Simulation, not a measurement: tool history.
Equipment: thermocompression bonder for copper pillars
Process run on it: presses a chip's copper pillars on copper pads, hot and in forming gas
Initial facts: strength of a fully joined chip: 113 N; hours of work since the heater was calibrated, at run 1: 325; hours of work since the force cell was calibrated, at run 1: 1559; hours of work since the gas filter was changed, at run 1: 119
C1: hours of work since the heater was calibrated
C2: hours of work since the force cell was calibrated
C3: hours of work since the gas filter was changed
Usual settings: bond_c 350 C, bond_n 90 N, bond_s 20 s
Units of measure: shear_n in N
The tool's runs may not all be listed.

Run 1, hour 0: usual settings; C1 325; C2 1559; C3 119. Result: shear_n 72.5 N.
At hour 5.3: force cell calibrated.
Run 2, hour 64.1: usual settings; C1 371; C2 43; C3 165. Result: shear_n 68.3 N.
At hour 120.6: forming gas filter changed.
Run 3, hour 139.3: usual settings but bond_c 320 C; C1 426; C2 98; C3 14. Result: shear_n 56.2 N.
Run 4, hour 206.7: usual settings; C1 476; C2 148; C3 63. Result: shear_n 71 N.
Run 5, hour 278.3: usual settings; C1 529; C2 201; C3 116. Result: shear_n 70 N.
Run 6, hour 363.2: usual settings; C1 591; C2 264; C3 179. Result: shear_n 68.5 N.
At hour 403.4: forming gas filter changed.
Run 7, hour 419.1: usual settings but bond_s 50 s; C1 632; C2 304; C3 12. Result: shear_n 88.7 N.
Run 8, hour 486.3: usual settings; C1 682; C2 354; C3 61. Result: shear_n 69.3 N.
At hour 500.3: heater calibrated with a thermocouple chip.
Run 9, hour 526.6: usual settings; C1 19; C2 382; C3 89. Result: shear_n 72.7 N.
Run 10, hour 606.6: usual settings but bond_c 356 C, bond_n 91 N, bond_s 19 s; C1 78; C2 441; C3 148. Result: shear_n 74.2 N.
Run 11, hour 656.5: usual settings but bond_n 91 N, bond_s 24 s; C1 115; C2 478; C3 185. Result: shear_n 75.5 N.
At hour 686.9: forming gas filter changed.
Run 12, hour 703.6: usual settings but bond_n 91 N, bond_s 24 s; C1 150; C2 512; C3 12. Result: shear_n 77.2 N.
Run 13, hour 752.2: usual settings but bond_s 18 s; C1 185; C2 548; C3 48. Result: shear_n 70.2 N.
Run 14, hour 792.6: usual settings but bond_s 13 s; C1 215; C2 578; C3 78. Result: shear_n 64 N.
Run 15, hour 865.5: usual settings but bond_s 13 s; C1 269; C2 632; C3 132. Result: shear_n 63.1 N.
Run 16, hour 919: usual settings but bond_c 356 C, bond_n 59 N; C1 309; C2 671; C3 171. Result: shear_n 58 N.
Run 17, hour 954.4: usual settings but bond_c 356 C, bond_n 72 N, bond_s 23 s; C1 335; C2 697; C3 197. Result: shear_n 66.6 N.
At hour 966.6: forming gas filter changed.
Run 18, hour 1035.5: usual settings but bond_c 353 C, bond_n 61 N, bond_s 53 s; C1 394; C2 757; C3 51. Result: shear_n 77.9 N.

3 options for the next run, each taken on its own from the tool as it stands now. Forecast them:
Run A, hour 1098.6: usual settings but bond_c 355 C, bond_n 77 N, bond_s 13 s; C1 441; C2 804; C3 97. Result: shear_n ?.
Run B, hour 1098.6: usual settings but bond_c 353 C, bond_n 77 N, bond_s 18 s; C1 441; C2 804; C3 97. Result: shear_n ?.
Run C, hour 1098.6: usual settings but bond_c 334 C, bond_n 104 N, bond_s 53 s; C1 441; C2 804; C3 97. Result: shear_n ?.

run  shear_n
  A     59.1
  B     65.2
  C     87.3
With no hidden state in the tool, these same runs would have given:
run  shear_n
  A       62
  B     68.2
  C     90.7

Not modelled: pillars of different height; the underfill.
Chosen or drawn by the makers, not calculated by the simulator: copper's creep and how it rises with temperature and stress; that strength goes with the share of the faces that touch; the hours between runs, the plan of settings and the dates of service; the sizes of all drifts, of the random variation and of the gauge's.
